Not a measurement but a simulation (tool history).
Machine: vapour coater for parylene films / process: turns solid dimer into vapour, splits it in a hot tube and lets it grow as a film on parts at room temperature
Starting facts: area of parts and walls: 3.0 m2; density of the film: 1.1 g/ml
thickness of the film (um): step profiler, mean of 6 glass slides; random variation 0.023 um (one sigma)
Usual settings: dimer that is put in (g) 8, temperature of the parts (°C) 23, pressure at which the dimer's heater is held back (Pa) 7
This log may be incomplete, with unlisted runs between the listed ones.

run     day  dimer that is put in (g)  temperature of the parts (°C)  pressure at which the dimer's heater is held back (Pa)  thickness of the film (um)
  1       0                         8                             23                                                       7                         1.5
  2   2.562                         8                             23                                                       7                        1.46
  3   4.662                         8                             23                                                       7                        1.42
  4   6.717                         8                             26                                                       7                        1.24
  5   8.329                         8                             23                                                    2.02                        1.78
  6  10.783                         8                             23                                                    2.02                        1.77
  7  13.433                         9                             23                                                       7                        1.45
  8  15.821                         9                             23                                                       7                        1.46
     16.208  -- trap's valve overhauled
  9   17.85                         9                             23                                                       7                        1.37
 10   20.25                         9                             23                                                       7                        1.37
 11  23.092                         8                             20                                                       7                        1.27
 12  25.042                         8                             15                                                       7                        1.62
 13  27.408                         8                             15                                                       7                        1.57
 14  28.833                         8                             16                                                       7                        1.51
 15  31.475                        13                             16                                                       7                        2.34
     32.808  -- trap's valve overhauled
     34.358  -- trap's valve overhauled, once more
 16  35.021                        13                             16                                                       7                        3.32
 17  36.658                        13                             16                                                       7                        3.34
 18  39.738                        13                             16                                                       7                        3.25
 19  41.983                        13                             16                                                       7                        3.16
 20  43.692                        13                             16                                                   10.38                        2.88
 21  45.312                         8                             33                                                       7                        0.92
 22  47.842                         8                             33                                                       7                        0.83
 23  50.525                         8                             23                                                       7                        1.34
     50.875  -- trap's valve overhauled
 24  52.817                         8                             23                                                       7                        1.48
 25  54.483                         8                             15                                                    8.04                        2.01
 26  56.292                         8                             18                                                       7                         1.8
 27  58.429                         4                             22                                                    3.09                        0.89
     60.138  -- table's thermometer calibrated
 28  61.138                         4                             22                                                    3.09                        0.84
 29  63.554                         9                             25                                                    5.11                        1.44
 30  66.104                         8                             22                                                   10.03                        1.26
     67.467  -- trap's valve overhauled
 31  67.725                         4                             20                                                    4.96                        0.92
 32  69.521                         4                             20                                                    2.22                        1.07
 33   72.45                         6                             23                                                       7                        1.07
 34  75.067                         3                             19                                                    4.73                        0.66
 35  78.183                         3                             19                                                    4.73                        0.69
 36  80.162                         6                             26                                                      10                        0.84
 37  82.825                         6                             26                                                      10                        0.82
     83.988  -- trap's valve overhauled
 38  85.425                         5                             24                                                    8.97                        0.82
 39  86.896                        10                             23                                                       7                         1.8
 40  89.754                        12                             23                                                   11.68                         1.9
 41  92.117                        10                             19                                                       7                        2.12
 42  94.642                         4                             30                                                    2.02                        0.62
 43  97.596                         4                             30                                                    2.02                        0.61

Run 44, settings as shown, results not yet in. Your forecast:
 44  99.542                         4                             21                                                    5.01                           ?

{"run 44": {"thickness of the film (um)": 0.75}}
With the hidden condition absent and the run-to-run variation left alone, this run would have shown thickness of the film (um) 0.85.
